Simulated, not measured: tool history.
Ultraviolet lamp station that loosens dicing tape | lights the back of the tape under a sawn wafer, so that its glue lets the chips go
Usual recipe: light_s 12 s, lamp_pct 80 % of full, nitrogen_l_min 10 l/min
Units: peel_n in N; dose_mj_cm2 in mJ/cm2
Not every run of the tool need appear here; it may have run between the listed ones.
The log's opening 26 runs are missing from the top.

run,day,light_s,lamp_pct,nitrogen_l_min,peel_n,dose_mj_cm2
27,13.879,8,60,20,0.392,137
28,14.488,8,60,20,0.382,137
29,15.071,17,89,10,0.161,434
30,15.471,17,89,10,0.16,435
31,16.029,23,83,11,0.155,551
32,16.454,12,83,14,0.195,285
33,17.062,21,91,8,0.168,549
34,17.529,21,91,8,0.168,551
35,18.158,21,92,8,0.156,557
36,18.512,12,82,17,0.176,282
37,18.858,22,85,5,0.164,538
38,19.333,12,80,8,0.221,273
39,19.871,13,67,6,0.284,252
40,20.346,13,67,6,0.282,248
41,20.921,20,86,12,0.163,495
42,21.383,20,75,10,0.174,430

Predict each of these 5 candidate next runs independently; none follows another, all start after run 42:
A,21.892,15,70,10,?,?
B,21.892,12,90,10,?,?
C,21.892,16,80,10,?,?
D,21.892,13,80,10,?,?
E,21.892,7,80,10,?,?

run,peel_n,dose_mj_cm2
A,0.206,299
B,0.199,311
C,0.163,369
D,0.193,295
E,0.436,161
Without the tool's unlogged condition, the same runs would have read:
run,peel_n,dose_mj_cm2
A,0.206,300
B,0.199,311
C,0.163,370
D,0.193,296
E,0.435,161
